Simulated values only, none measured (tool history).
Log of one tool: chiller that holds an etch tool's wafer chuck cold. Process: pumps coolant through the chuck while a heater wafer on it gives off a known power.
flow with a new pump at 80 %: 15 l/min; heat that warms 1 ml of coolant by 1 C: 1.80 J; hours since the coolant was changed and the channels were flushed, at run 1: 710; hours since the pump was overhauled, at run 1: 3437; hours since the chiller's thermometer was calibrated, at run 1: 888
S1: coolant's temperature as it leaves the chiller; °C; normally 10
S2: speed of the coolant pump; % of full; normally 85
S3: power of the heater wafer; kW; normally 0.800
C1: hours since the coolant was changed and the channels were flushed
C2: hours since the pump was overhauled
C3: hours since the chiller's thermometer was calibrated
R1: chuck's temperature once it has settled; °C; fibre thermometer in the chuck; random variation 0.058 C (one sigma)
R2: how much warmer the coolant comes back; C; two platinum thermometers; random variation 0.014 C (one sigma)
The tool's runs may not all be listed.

run 1 day=0.000 | S1=10 S2=85 S3=0.800 | C1=710 C2=3437 C3=888 | R1=15.79 R2=1.79
run 2 day=7.888 | S1=10 S2=85 S3=0.800 | C1=900 C2=3627 C3=1077 | R1=15.93 R2=1.84
run 3 day=12.600 | S1=10 S2=85 S3=0.800 | C1=1013 C2=3740 C3=1190 | R1=15.95 R2=1.82
run 4 day=17.229 | S1=11 S2=85 S3=0.800 | C1=1124 C2=3851 C3=1301 | R1=16.92 R2=1.82
run 5 day=21.217 | S1=10 S2=85 S3=0.800 | C1=1220 C2=3947 C3=1397 | R1=15.96 R2=1.81
run 6 day=27.771 | S1=10 S2=85 S3=0.800 | C1=1377 C2=4104 C3=1554 | R1=16.01 R2=1.84
run 7 day=32.688 | S1=10 S2=72 S3=0.800 | C1=1495 C2=4222 C3=1672 | R1=16.95 R2=2.15
run 8 day=40.846 | S1=10 S2=72 S3=0.411 | C1=1691 C2=4418 C3=1868 | R1=13.60 R2=1.11
run 9 day=45.500 | S1=10 S2=72 S3=0.411 | C1=1802 C2=4529 C3=1980 | R1=13.68 R2=1.14
run 10 day=51.808 | S1=10 S2=72 S3=0.411 | C1=1954 C2=4681 C3=2131 | R1=13.72 R2=1.11
run 11 day=57.862 | S1=10 S2=99 S3=0.411 | C1=2099 C2=4826 C3=2276 | R1=12.87 R2=0.86
run 12 day=64.208 | S1=10 S2=85 S3=0.800 | C1=2251 C2=4978 C3=2429 | R1=16.18 R2=1.87
run 13 day=70.792 | S1=10 S2=85 S3=0.486 | C1=2409 C2=5136 C3=2587 | R1=13.87 R2=1.14
run 14 day=77.396 | S1=10 S2=85 S3=0.486 | C1=2568 C2=5295 C3=2745 | R1=13.83 R2=1.15
run 15 day=81.100 | S1=10 S2=85 S3=0.486 | C1=2657 C2=5384 C3=2834 | R1=13.80 R2=1.16
-- day=83.250 chiller's thermometer calibrated
run 16 day=87.904 | S1=10 S2=85 S3=0.486 | C1=2819 C2=5546 C3=112 | R1=13.98 R2=1.15
run 17 day=95.638 | S1=10 S2=85 S3=0.486 | C1=3005 C2=5732 C3=297 | R1=13.80 R2=1.17
run 18 day=103.858 | S1=10 S2=85 S3=0.448 | C1=3202 C2=5929 C3=495 | R1=13.68 R2=1.05
run 19 day=107.479 | S1=10 S2=85 S3=0.448 | C1=3289 C2=6016 C3=581 | R1=13.62 R2=1.08
run 20 day=114.608 | S1=13 S2=85 S3=0.800 | C1=3460 C2=6187 C3=753 | R1=19.57 R2=1.93
-- day=116.596 coolant pump overhauled
run 21 day=119.438 | S1=13 S2=85 S3=0.800 | C1=3571 C2=68 C3=863 | R1=18.75 R2=1.67
run 22 day=125.146 | S1=10 S2=72 S3=0.933 | C1=3708 C2=205 C3=1000 | R1=17.76 R2=2.32
run 23 day=130.729 | S1=10 S2=72 S3=0.933 | C1=3842 C2=339 C3=1135 | R1=17.94 R2=2.30
run 24 day=136.158 | S1=10 S2=72 S3=0.933 | C1=3972 C2=470 C3=1265 | R1=17.92 R2=2.30
run 25 day=142.312 | S1=10 S2=82 S3=0.575 | C1=4120 C2=617 C3=1412 | R1=14.36 R2=1.26
run 26 day=149.467 | S1=10 S2=82 S3=0.575 | C1=4292 C2=789 C3=1584 | R1=14.49 R2=1.25
run 27 day=153.138 | S1=10 S2=82 S3=0.575 | C1=4380 C2=877 C3=1672 | R1=14.47 R2=1.28
-- day=157.100 coolant changed, channels flushed
run 28 day=157.562 | S1=10 S2=82 S3=0.575 | C1=11 C2=977 C3=1772 | R1=14.15 R2=1.28
run 29 day=165.458 | S1=5 S2=84 S3=1.174 | C1=201 C2=1167 C3=1962 | R1=13.27 R2=2.55
run 30 day=170.404 | S1=18 S2=84 S3=1.174 | C1=319 C2=1285 C3=2081 | R1=26.35 R2=2.55
run 31 day=175.533 | S1=10 S2=85 S3=0.527 | C1=442 C2=1409 C3=2204 | R1=13.79 R2=1.15
run 32 day=179.854 | S1=19 S2=95 S3=0.800 | C1=546 C2=1512 C3=2307 | R1=24.18 R2=1.51
run 33 day=186.900 | S1=3 S2=85 S3=0.898 | C1=715 C2=1681 C3=2477 | R1=9.46 R2=1.94

What if the next run were any one of these 3? Each begins from the tool's condition after run 33:
run A day=191.454 | S1=6 S2=85 S3=0.603 | C1=825 C2=1791 C3=2586 | R1=? R2=?
run B day=191.454 | S1=10 S2=85 S3=0.855 | C1=825 C2=1791 C3=2586 | R1=? R2=?
run C day=191.454 | S1=6 S2=89 S3=0.701 | C1=825 C2=1791 C3=2586 | R1=? R2=?

run=A R1=10.42 R2=1.31
run=B R1=16.20 R2=1.84
run=C R1=10.97 R2=1.46
Without the tool's hidden state the same runs would have given:
run=A R1=10.09 R2=1.27
run=B R1=15.78 R2=1.78
run=C R1=10.61 R2=1.41
